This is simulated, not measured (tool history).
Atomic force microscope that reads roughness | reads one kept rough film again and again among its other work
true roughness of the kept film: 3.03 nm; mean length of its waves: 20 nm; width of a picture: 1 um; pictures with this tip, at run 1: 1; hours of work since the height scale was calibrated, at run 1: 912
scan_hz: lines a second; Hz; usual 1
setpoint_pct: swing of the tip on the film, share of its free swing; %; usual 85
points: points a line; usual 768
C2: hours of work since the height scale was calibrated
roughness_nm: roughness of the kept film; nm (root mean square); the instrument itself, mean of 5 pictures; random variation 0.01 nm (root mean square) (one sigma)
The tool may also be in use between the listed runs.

{"run": 1, "hour": 0.0, "scan_hz": 1, "setpoint_pct": 85, "points": 768, "pictures with this tip": 1, "C2": 912, "roughness_nm": 2.351}
{"run": 2, "hour": 42.1, "scan_hz": 1, "setpoint_pct": 85, "points": 768, "pictures with this tip": 109, "C2": 944, "roughness_nm": 1.879}
{"hour": 82.0, "done": "new tip fitted"}
{"run": 3, "hour": 82.1, "scan_hz": 1, "setpoint_pct": 85, "points": 768, "pictures with this tip": 0, "C2": 974, "roughness_nm": 2.335}
{"run": 4, "hour": 148.6, "scan_hz": 1, "setpoint_pct": 85, "points": 768, "pictures with this tip": 170, "C2": 1024, "roughness_nm": 1.666}
{"hour": 163.9, "done": "new tip fitted"}
{"run": 5, "hour": 220.0, "scan_hz": 1, "setpoint_pct": 85, "points": 768, "pictures with this tip": 143, "C2": 1078, "roughness_nm": 1.699}
{"hour": 243.7, "done": "new tip fitted"}
{"run": 6, "hour": 258.3, "scan_hz": 1, "setpoint_pct": 85, "points": 768, "pictures with this tip": 37, "C2": 1107, "roughness_nm": 2.165}
{"hour": 306.0, "done": "height scale calibrated on a step standard"}
{"hour": 326.8, "done": "new tip fitted"}
{"run": 7, "hour": 340.6, "scan_hz": 1.06, "setpoint_pct": 85, "points": 768, "pictures with this tip": 35, "C2": 26, "roughness_nm": 2.155}
{"run": 8, "hour": 390.5, "scan_hz": 1.06, "setpoint_pct": 87, "points": 768, "pictures with this tip": 162, "C2": 64, "roughness_nm": 1.682}
{"hour": 413.6, "done": "new tip fitted"}
{"run": 9, "hour": 429.3, "scan_hz": 1.06, "setpoint_pct": 87, "points": 768, "pictures with this tip": 40, "C2": 93, "roughness_nm": 2.173}
{"run": 10, "hour": 467.9, "scan_hz": 3.95, "setpoint_pct": 85, "points": 768, "pictures with this tip": 139, "C2": 122, "roughness_nm": 1.584}
{"hour": 496.7, "done": "new tip fitted"}
{"run": 11, "hour": 526.1, "scan_hz": 3.95, "setpoint_pct": 85, "points": 768, "pictures with this tip": 75, "C2": 166, "roughness_nm": 1.788}
{"hour": 580.3, "done": "new tip fitted"}
{"run": 12, "hour": 580.3, "scan_hz": 1, "setpoint_pct": 85, "points": 768, "pictures with this tip": 0, "C2": 207, "roughness_nm": 2.367}
{"run": 13, "hour": 637.1, "scan_hz": 3.15, "setpoint_pct": 71, "points": 725, "pictures with this tip": 145, "C2": 250, "roughness_nm": 1.711}
{"hour": 664.0, "done": "new tip fitted"}
{"run": 14, "hour": 693.6, "scan_hz": 3.15, "setpoint_pct": 71, "points": 725, "pictures with this tip": 75, "C2": 293, "roughness_nm": 1.918}
{"run": 15, "hour": 729.5, "scan_hz": 3.15, "setpoint_pct": 71, "points": 725, "pictures with this tip": 167, "C2": 320, "roughness_nm": 1.634}
{"hour": 745.8, "done": "new tip fitted"}
{"run": 16, "hour": 778.7, "scan_hz": 3.15, "setpoint_pct": 71, "points": 725, "pictures with this tip": 84, "C2": 357, "roughness_nm": 1.91}
{"hour": 829.2, "done": "new tip fitted"}
{"run": 17, "hour": 830.8, "scan_hz": 1, "setpoint_pct": 70, "points": 768, "pictures with this tip": 4, "C2": 396, "roughness_nm": 2.355}
{"run": 18, "hour": 891.8, "scan_hz": 1, "setpoint_pct": 70, "points": 768, "pictures with this tip": 159, "C2": 442, "roughness_nm": 1.747}
{"hour": 909.4, "done": "new tip fitted"}
{"run": 19, "hour": 963.9, "scan_hz": 0.68, "setpoint_pct": 63, "points": 294, "pictures with this tip": 139, "C2": 497, "roughness_nm": 1.772}
{"hour": 989.4, "done": "new tip fitted"}
{"run": 20, "hour": 1019.6, "scan_hz": 1, "setpoint_pct": 85, "points": 390, "pictures with this tip": 77, "C2": 539, "roughness_nm": 1.943}
{"hour": 1069.3, "done": "new tip fitted"}
{"run": 21, "hour": 1079.3, "scan_hz": 1.93, "setpoint_pct": 73, "points": 283, "pictures with this tip": 26, "C2": 584, "roughness_nm": 2.144}
{"hour": 1152.2, "done": "new tip fitted"}
{"run": 22, "hour": 1160.7, "scan_hz": 2.76, "setpoint_pct": 86, "points": 790, "pictures with this tip": 22, "C2": 645, "roughness_nm": 2.076}
{"run": 23, "hour": 1206.9, "scan_hz": 1.26, "setpoint_pct": 85, "points": 768, "pictures with this tip": 140, "C2": 680, "roughness_nm": 1.738}
{"hour": 1231.8, "done": "new tip fitted"}
{"run": 24, "hour": 1248.9, "scan_hz": 0.91, "setpoint_pct": 85, "points": 946, "pictures with this tip": 44, "C2": 712, "roughness_nm": 2.124}

Hidden state at the last listed run before each entry between runs and at the first one after, where it differs:
Between runs 2 and 3: new tip fitted (hour 82)
  radius of the tip, nm: 17.4 -> 7.1; height scale over the true one, %: -1.62 -> -1.67
  measured less the result without the state, roughness_nm: -0.52 -> -0.044 nm (root mean square)
Between runs 4 and 5: new tip fitted (hour 163.9)
  radius of the tip, nm: 23.3 -> 22.3; height scale over the true one, %: -1.75 -> -1.83
  measured less the result without the state, roughness_nm: -0.714 -> -0.688 nm (root mean square)
Between runs 5 and 6: new tip fitted (hour 243.7)
  radius of the tip, nm: 22.3 -> 10.2; height scale over the true one, %: -1.83 -> -1.88
  measured less the result without the state, roughness_nm: -0.688 -> -0.218 nm (root mean square)
Between runs 6 and 7: height scale calibrated on a step standard (hour 306); new tip fitted (hour 326.8)
  radius of the tip, nm: 10.2 -> 11.3; height scale over the true one, %: -1.88 -> -0.12
  measured less the result without the state, roughness_nm: -0.218 -> -0.231 nm (root mean square)
Between runs 8 and 9: new tip fitted (hour 413.6)
  radius of the tip, nm: 23.9 -> 11; height scale over the true one, %: -0.18 -> -0.23
  measured less the result without the state, roughness_nm: -0.706 -> -0.219 nm (root mean square)
Between runs 10 and 11: new tip fitted (hour 496.7)
  radius of the tip, nm: 20.3 -> 14.1; height scale over the true one, %: -0.28 -> -0.35
  measured less the result without the state, roughness_nm: -0.53 -> -0.325 nm (root mean square)
Between runs 11 and 12: new tip fitted (hour 580.3)
  radius of the tip, nm: 14.1 -> 7.1; height scale over the true one, %: -0.35 -> -0.41
  measured less the result without the state, roughness_nm: -0.325 -> -0.017 nm (root mean square)
Between runs 13 and 14: new tip fitted (hour 664)
  radius of the tip, nm: 21.2 -> 15.1; height scale over the true one, %: -0.48 -> -0.54
  measured less the result without the state, roughness_nm: -0.613 -> -0.399 nm (root mean square)
Between runs 15 and 16: new tip fitted (hour 745.8)
  radius of the tip, nm: 23.5 -> 15.6; height scale over the true one, %: -0.58 -> -0.64
  measured less the result without the state, roughness_nm: -0.682 -> -0.422 nm (root mean square)
Between runs 16 and 17: new tip fitted (hour 829.2)
  radius of the tip, nm: 15.6 -> 8.2; height scale over the true one, %: -0.64 -> -0.7
  measured less the result without the state, roughness_nm: -0.422 -> -0.088 nm (root mean square)
Between runs 18 and 19: new tip fitted (hour 909.4)
  radius of the tip, nm: 23.1 -> 21.3; height scale over the true one, %: -0.77 -> -0.85
  measured less the result without the state, roughness_nm: -0.71 -> -0.643 nm (root mean square)
Between runs 19 and 20: new tip fitted (hour 989.4)
  radius of the tip, nm: 21.3 -> 15.1; height scale over the true one, %: -0.85 -> -0.92
  measured less the result without the state, roughness_nm: -0.643 -> -0.41 nm (root mean square)
Between runs 20 and 21: new tip fitted (hour 1069.3)
  radius of the tip, nm: 15.1 -> 10; height scale over the true one, %: -0.92 -> -0.99
  measured less the result without the state, roughness_nm: -0.41 -> -0.182 nm (root mean square)
Between runs 21 and 22: new tip fitted (hour 1152.2)
  radius of the tip, nm: 10 -> 8.8; height scale over the true one, %: -0.99 -> -1.08
  measured less the result without the state, roughness_nm: -0.182 -> -0.12 nm (root mean square)
Between runs 23 and 24: new tip fitted (hour 1231.8)
  radius of the tip, nm: 20.9 -> 11.9; height scale over the true one, %: -1.13 -> -1.18
  measured less the result without the state, roughness_nm: -0.624 -> -0.284 nm (root mean square)
